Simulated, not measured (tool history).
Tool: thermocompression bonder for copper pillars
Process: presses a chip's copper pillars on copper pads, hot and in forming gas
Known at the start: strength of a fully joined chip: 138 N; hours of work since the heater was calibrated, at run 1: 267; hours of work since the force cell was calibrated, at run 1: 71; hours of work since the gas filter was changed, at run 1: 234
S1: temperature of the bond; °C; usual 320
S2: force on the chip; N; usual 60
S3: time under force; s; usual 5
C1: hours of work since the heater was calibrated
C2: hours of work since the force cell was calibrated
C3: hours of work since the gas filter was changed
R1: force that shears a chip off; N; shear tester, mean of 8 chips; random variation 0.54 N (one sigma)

run 1 hour=0 | S1=320 S2=60 S3=5 | C1=267 C2=71 C3=234 | R1=100.9
run 2 hour=22.4 | S1=320 S2=60 S3=5 | C1=281 C2=86 C3=249 | R1=99.2
run 3 hour=55.2 | S1=320 S2=60 S3=5 | C1=302 C2=107 C3=270 | R1=100
run 4 hour=71.4 | S1=320 S2=60 S3=10 | C1=313 C2=118 C3=280 | R1=116.1
run 5 hour=95.5 | S1=320 S2=60 S3=10 | C1=328 C2=133 C3=296 | R1=115.9
run 6 hour=111.5 | S1=320 S2=60 S3=10 | C1=339 C2=144 C3=306 | R1=115.2
run 7 hour=133.9 | S1=320 S2=75 S3=5 | C1=353 C2=158 C3=321 | R1=109.2
run 8 hour=165.7 | S1=312 S2=74 S3=6 | C1=374 C2=179 C3=341 | R1=107.2
run 9 hour=198 | S1=349 S2=71 S3=7 | C1=395 C2=200 C3=362 | R1=126.3
run 10 hour=230.8 | S1=349 S2=71 S3=7 | C1=416 C2=221 C3=383 | R1=126.2
run 11 hour=253.8 | S1=349 S2=71 S3=7 | C1=431 C2=236 C3=398 | R1=123.6
run 12 hour=272.6 | S1=320 S2=75 S3=4 | C1=443 C2=248 C3=410 | R1=103.5
run 13 hour=291.3 | S1=320 S2=55 S3=15 | C1=455 C2=260 C3=423 | R1=119.3

Some steps in R1 between neighbouring runs. How much of each would the tool show without its hidden state too (settings, what came in, random variation), and how much is left for the hidden state, with any gauge scatter that isn't in both results?
The hidden state here: true temperature of the bond over the reading, C; force that reaches the chip, % of what is set; oxide that the forming gas leaves, % of the face; drift of the gauge itself on shear_n, %.
Run 4 -> 5: no setting changed, nothing entered. R1 -0.2 N: hidden state -0.2, all else +0.
Run 11 -> 12: S1 349 -> 320, S2 71 -> 75, S3 7 -> 4. R1 -20.1 N: hidden state +0.1, all else -20.2.
